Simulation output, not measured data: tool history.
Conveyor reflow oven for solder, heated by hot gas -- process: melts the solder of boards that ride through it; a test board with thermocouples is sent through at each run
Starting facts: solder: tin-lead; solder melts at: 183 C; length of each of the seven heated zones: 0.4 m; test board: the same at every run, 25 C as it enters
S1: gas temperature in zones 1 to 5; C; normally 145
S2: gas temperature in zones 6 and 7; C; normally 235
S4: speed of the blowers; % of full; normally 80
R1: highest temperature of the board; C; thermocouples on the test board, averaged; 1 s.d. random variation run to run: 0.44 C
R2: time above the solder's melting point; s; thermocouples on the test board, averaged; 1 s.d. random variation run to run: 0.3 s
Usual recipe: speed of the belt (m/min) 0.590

run 1 hour=0.0 | S1=145 S2=235 speed_of_the_belt_(m/min)=0.590 S4=80 | R1=225.4 R2=70.9
run 2 hour=36.3 | S1=145 S2=235 speed_of_the_belt_(m/min)=0.590 S4=80 | R1=225.7 R2=70.1
run 3 hour=56.8 | S1=145 S2=235 speed_of_the_belt_(m/min)=0.590 S4=80 | R1=225.9 R2=71.0
run 4 hour=75.9 | S1=145 S2=235 speed_of_the_belt_(m/min)=0.590 S4=80 | R1=225.4 R2=71.0
run 5 hour=100.0 | S1=145 S2=235 speed_of_the_belt_(m/min)=0.590 S4=62 | R1=221.3 R2=67.3
run 6 hour=139.5 | S1=145 S2=250 speed_of_the_belt_(m/min)=0.590 S4=62 | R1=235.1 R2=76.3
run 7 hour=158.3 | S1=145 S2=226 speed_of_the_belt_(m/min)=0.590 S4=62 | R1=213.8 R2=61.8
run 8 hour=185.3 | S1=145 S2=226 speed_of_the_belt_(m/min)=0.590 S4=62 | R1=215.3 R2=62.2
-- hour=227.4 flux residue cleaned out of gas plates and filters
run 9 hour=229.1 | S1=145 S2=235 speed_of_the_belt_(m/min)=0.488 S4=80 | R1=228.6 R2=89.2
-- hour=246.5 belt drive overhauled, speed set with a stopwatch
run 10 hour=258.1 | S1=145 S2=235 speed_of_the_belt_(m/min)=0.488 S4=80 | R1=228.8 R2=88.1
run 11 hour=283.1 | S1=151 S2=235 speed_of_the_belt_(m/min)=0.590 S4=80 | R1=225.4 R2=72.7
run 12 hour=312.2 | S1=145 S2=246 speed_of_the_belt_(m/min)=0.590 S4=80 | R1=235.1 R2=75.2
run 13 hour=343.8 | S1=145 S2=246 speed_of_the_belt_(m/min)=0.590 S4=80 | R1=235.5 R2=75.4
run 14 hour=367.4 | S1=145 S2=246 speed_of_the_belt_(m/min)=0.590 S4=80 | R1=234.3 R2=75.6
run 15 hour=400.9 | S1=145 S2=246 speed_of_the_belt_(m/min)=0.590 S4=80 | R1=234.4 R2=74.6
-- hour=434.6 flux residue cleaned out of gas plates and filters, once more
run 16 hour=438.6 | S1=158 S2=241 speed_of_the_belt_(m/min)=0.618 S4=71 | R1=230.5 R2=75.3
run 17 hour=462.5 | S1=145 S2=235 speed_of_the_belt_(m/min)=0.529 S4=52 | R1=223.3 R2=76.5
run 18 hour=501.5 | S1=145 S2=235 speed_of_the_belt_(m/min)=0.526 S4=58 | R1=225.3 R2=78.1
run 19 hour=537.7 | S1=145 S2=235 speed_of_the_belt_(m/min)=0.650 S4=84 | R1=224.7 R2=63.1

Run 20 has not been measured yet. What should we expect?
run 20 hour=578.3 | S1=150 S2=224 speed_of_the_belt_(m/min)=0.539 S4=52 | R1=? R2=?

Run 20 gave R1 213.1 C, R2 69.4 s.
Take away the tool's hidden state, keep the run-to-run variation as it was, and the same run would have given R1 212.3 C, R2 68.7 s.

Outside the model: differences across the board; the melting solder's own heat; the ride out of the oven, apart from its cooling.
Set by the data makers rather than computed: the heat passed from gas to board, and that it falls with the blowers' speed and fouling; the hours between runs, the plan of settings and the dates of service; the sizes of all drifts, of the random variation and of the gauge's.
